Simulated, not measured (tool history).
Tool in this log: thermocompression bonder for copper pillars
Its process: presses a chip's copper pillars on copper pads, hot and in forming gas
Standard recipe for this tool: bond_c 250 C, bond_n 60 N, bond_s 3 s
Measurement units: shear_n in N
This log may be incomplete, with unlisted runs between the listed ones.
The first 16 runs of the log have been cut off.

run 17 day=6.438 | bond_c=250 bond_n=53 bond_s=4 | shear_n=40.6
-- day=6.583 heater calibrated with a thermocouple chip
run 18 day=6.796 | bond_c=245 bond_n=40 bond_s=4 | shear_n=28.1
run 19 day=7.146 | bond_c=245 bond_n=74 bond_s=9 | shear_n=69.0
run 20 day=7.517 | bond_c=221 bond_n=67 bond_s=4 | shear_n=37.7
run 21 day=8.150 | bond_c=221 bond_n=67 bond_s=4 | shear_n=37.7
run 22 day=8.704 | bond_c=252 bond_n=67 bond_s=2 | shear_n=40.7
run 23 day=9.238 | bond_c=252 bond_n=67 bond_s=2 | shear_n=41.1
run 24 day=9.850 | bond_c=252 bond_n=62 bond_s=2 | shear_n=37.8
run 25 day=10.262 | bond_c=252 bond_n=62 bond_s=2 | shear_n=37.7
run 26 day=10.546 | bond_c=220 bond_n=52 bond_s=2 | shear_n=20.5
run 27 day=10.975 | bond_c=270 bond_n=48 bond_s=8 | shear_n=57.7
-- day=11.338 forming gas filter changed
run 28 day=11.492 | bond_c=263 bond_n=59 bond_s=8 | shear_n=64.8
run 29 day=11.771 | bond_c=236 bond_n=66 bond_s=8 | shear_n=55.7
run 30 day=12.092 | bond_c=236 bond_n=41 bond_s=2 | shear_n=19.4

3 ways to go on from here, each from the tool as it stands after run 30. What would each give?
run A day=12.717 | bond_c=228 bond_n=38 bond_s=3 | shear_n=?
run B day=12.717 | bond_c=250 bond_n=54 bond_s=3 | shear_n=?
run C day=12.717 | bond_c=260 bond_n=50 bond_s=2 | shear_n=?

run=A shear_n=19.2
run=B shear_n=37.6
run=C shear_n=32.5
Without the tool's hidden state the same runs would have given:
run=A shear_n=19.2
run=B shear_n=37.6
run=C shear_n=32.5
